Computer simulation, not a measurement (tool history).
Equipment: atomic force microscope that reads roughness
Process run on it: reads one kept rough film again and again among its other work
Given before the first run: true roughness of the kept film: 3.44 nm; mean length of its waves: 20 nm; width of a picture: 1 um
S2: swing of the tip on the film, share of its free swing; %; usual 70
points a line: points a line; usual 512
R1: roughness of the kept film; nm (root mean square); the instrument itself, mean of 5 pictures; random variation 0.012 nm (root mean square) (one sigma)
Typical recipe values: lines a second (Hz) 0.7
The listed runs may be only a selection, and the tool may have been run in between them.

{"run": 1, "hour": 0.0, "lines a second (Hz)": 0.7, "S2": 70, "points a line": 512, "R1": 2.596}
{"run": 2, "hour": 5.7, "lines a second (Hz)": 0.7, "S2": 70, "points a line": 482, "R1": 2.569}
{"run": 3, "hour": 12.0, "lines a second (Hz)": 3.175, "S2": 70, "points a line": 512, "R1": 2.445}
{"run": 4, "hour": 19.0, "lines a second (Hz)": 0.7, "S2": 73, "points a line": 512, "R1": 2.544}
{"run": 5, "hour": 26.0, "lines a second (Hz)": 0.7, "S2": 73, "points a line": 512, "R1": 2.52}
{"run": 6, "hour": 32.7, "lines a second (Hz)": 0.7, "S2": 70, "points a line": 512, "R1": 2.49}
{"run": 7, "hour": 43.2, "lines a second (Hz)": 0.7, "S2": 70, "points a line": 512, "R1": 2.486}
{"run": 8, "hour": 51.6, "lines a second (Hz)": 0.7, "S2": 70, "points a line": 512, "R1": 2.456}
{"run": 9, "hour": 61.5, "lines a second (Hz)": 0.7, "S2": 70, "points a line": 512, "R1": 2.443}
{"run": 10, "hour": 66.8, "lines a second (Hz)": 0.7, "S2": 70, "points a line": 512, "R1": 2.436}
{"hour": 68.5, "done": "height scale calibrated on a step standard"}
{"run": 11, "hour": 75.5, "lines a second (Hz)": 0.888, "S2": 66, "points a line": 704, "R1": 2.422}
{"run": 12, "hour": 85.8, "lines a second (Hz)": 0.7, "S2": 70, "points a line": 691, "R1": 2.397}
{"run": 13, "hour": 90.3, "lines a second (Hz)": 0.7, "S2": 70, "points a line": 691, "R1": 2.372}
{"hour": 97.7, "done": "height scale calibrated on a step standard, once more"}
{"run": 14, "hour": 98.2, "lines a second (Hz)": 0.7, "S2": 70, "points a line": 691, "R1": 2.383}
{"run": 15, "hour": 105.0, "lines a second (Hz)": 0.7, "S2": 70, "points a line": 691, "R1": 2.371}
{"run": 16, "hour": 113.0, "lines a second (Hz)": 0.7, "S2": 70, "points a line": 691, "R1": 2.348}
{"run": 17, "hour": 120.9, "lines a second (Hz)": 2.009, "S2": 73, "points a line": 398, "R1": 2.235}
{"run": 18, "hour": 126.7, "lines a second (Hz)": 1.075, "S2": 73, "points a line": 398, "R1": 2.268}

Below are 4 alternative next runs, each starting from the tool's condition after run 18. Predict each:
{"run": "A", "hour": 136.2, "lines a second (Hz)": 1.152, "S2": 73, "points a line": 682, "R1": "?"}
{"run": "B", "hour": 136.2, "lines a second (Hz)": 0.7, "S2": 70, "points a line": 671, "R1": "?"}
{"run": "C", "hour": 136.2, "lines a second (Hz)": 2.933, "S2": 73, "points a line": 398, "R1": "?"}
{"run": "D", "hour": 136.2, "lines a second (Hz)": 2.457, "S2": 59, "points a line": 508, "R1": "?"}

run=A R1=2.275
run=B R1=2.305
run=C R1=2.156
run=D R1=2.268
The same runs, with their run-to-run variation unchanged, on a tool lacking any hidden condition would have given:
run=A R1=2.696
run=B R1=2.734
run=C R1=2.557
run=D R1=2.69

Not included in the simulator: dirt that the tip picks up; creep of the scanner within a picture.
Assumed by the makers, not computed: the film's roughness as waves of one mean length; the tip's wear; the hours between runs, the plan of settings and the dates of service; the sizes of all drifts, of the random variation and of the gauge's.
